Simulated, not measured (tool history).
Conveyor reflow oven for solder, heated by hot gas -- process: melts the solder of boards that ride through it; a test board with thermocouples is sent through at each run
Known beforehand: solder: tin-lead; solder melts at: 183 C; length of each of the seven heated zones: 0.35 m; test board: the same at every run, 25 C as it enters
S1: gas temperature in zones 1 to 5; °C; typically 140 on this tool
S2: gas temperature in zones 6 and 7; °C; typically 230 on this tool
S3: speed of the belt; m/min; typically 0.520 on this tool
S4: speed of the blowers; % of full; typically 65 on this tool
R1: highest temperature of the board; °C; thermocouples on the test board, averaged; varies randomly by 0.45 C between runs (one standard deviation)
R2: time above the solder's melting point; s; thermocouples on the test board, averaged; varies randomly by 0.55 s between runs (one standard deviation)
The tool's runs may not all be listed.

Run 1, hour 0.0: usual settings. Result: R1 208.1 °C, R2 51.8 s.
Run 2, hour 27.4: usual settings. Result: R1 207.9 °C, R2 52.4 s.
Run 3, hour 70.3: usual settings. Result: R1 207.2 °C, R2 51.8 s.
Run 4, hour 96.0: usual settings. Result: R1 207.5 °C, R2 50.7 s.
At hour 140.8: flux residue cleaned out of gas plates and filters.
Run 5, hour 150.8: usual settings. Result: R1 209.0 °C, R2 53.3 s.
Run 6, hour 177.5: usual settings. Result: R1 208.4 °C, R2 52.5 s.
Run 7, hour 214.0: usual settings. Result: R1 209.3 °C, R2 52.5 s.
Run 8, hour 249.5: usual settings but S4 87 % of full. Result: R1 214.5 °C, R2 59.7 s.
Run 9, hour 288.5: usual settings but S4 87 % of full. Result: R1 214.1 °C, R2 59.5 s.
Run 10, hour 322.6: usual settings. Result: R1 208.1 °C, R2 50.4 s.
Run 11, hour 355.1: usual settings. Result: R1 207.1 °C, R2 50.9 s.
Run 12, hour 402.9: usual settings. Result: R1 206.7 °C, R2 50.1 s.
At hour 428.7: flux residue cleaned out of gas plates and filters.
Run 13, hour 444.8: usual settings. Result: R1 209.2 °C, R2 53.6 s.
Run 14, hour 482.8: usual settings. Result: R1 209.3 °C, R2 52.9 s.
Run 15, hour 527.8: usual settings but S1 129 °C, S2 236 °C, S3 0.438 m/min. Result: R1 217.5 °C, R2 69.7 s.
Run 16, hour 567.7: usual settings but S1 129 °C, S2 235 °C, S3 0.475 m/min. Result: R1 213.2 °C, R2 59.6 s.
Run 17, hour 600.7: usual settings but S1 129 °C, S2 235 °C, S3 0.475 m/min. Result: R1 213.3 °C, R2 58.4 s.
Run 18, hour 640.6: usual settings but S2 220 °C, S4 57 % of full. Result: R1 196.5 °C, R2 34.8 s.
Run 19, hour 685.9: usual settings but S4 54 % of full. Result: R1 202.4 °C, R2 44.1 s.
At hour 716.6: flux residue cleaned out of gas plates and filters.
Run 20, hour 722.1: usual settings but S1 132 °C, S2 243 °C, S3 0.541 m/min, S4 54 % of full. Result: R1 210.6 °C, R2 48.2 s.
Run 21, hour 767.0: usual settings but S2 241 °C. Result: R1 216.5 °C, R2 61.4 s.
Run 22, hour 818.6: usual settings but S2 241 °C. Result: R1 217.2 °C, R2 60.4 s.
Run 23, hour 854.2: usual settings but S3 0.445 m/min, S4 86 % of full. Result: R1 218.0 °C, R2 75.7 s.
Run 24, hour 897.2: usual settings but S3 0.445 m/min, S4 86 % of full. Result: R1 217.6 °C, R2 76.0 s.
Run 25, hour 944.4: usual settings but S1 145 °C, S3 0.445 m/min, S4 64 % of full. Result: R1 212.6 °C, R2 71.1 s.
Run 26, hour 994.6: usual settings but S1 130 °C, S4 67 % of full. Result: R1 205.7 °C, R2 46.1 s.
At hour 1003.6: flux residue cleaned out of gas plates and filters.
Run 27, hour 1048.6: usual settings but S1 130 °C, S4 67 % of full. Result: R1 206.3 °C, R2 46.9 s.

Consider 4 possible next runs. They are alternatives, not a sequence: every one starts from the tool as it was left by run 27. What does each give?
Run A, hour 1090.1: usual settings but S1 134 °C, S4 69 % of full. Result: R1 ?, R2 ?.
Run B, hour 1090.1: usual settings but S1 126 °C, S2 239 °C, S3 0.548 m/min. Result: R1 ?, R2 ?.
Run C, hour 1090.1: usual settings but S2 237 °C. Result: R1 ?, R2 ?.
Run D, hour 1090.1: usual settings but S1 153 °C, S2 225 °C. Result: R1 ?, R2 ?.

run     R1    R2
  A  208.7  51.1
  B  210.7  46.5
  C  213.7  59.0
  D  206.7  58.0
What these runs would have given with no unlogged condition in the tool:
run     R1    R2
  A  209.5  50.5
  B  211.4  45.9
  C  214.5  58.0
  D  207.6  57.2
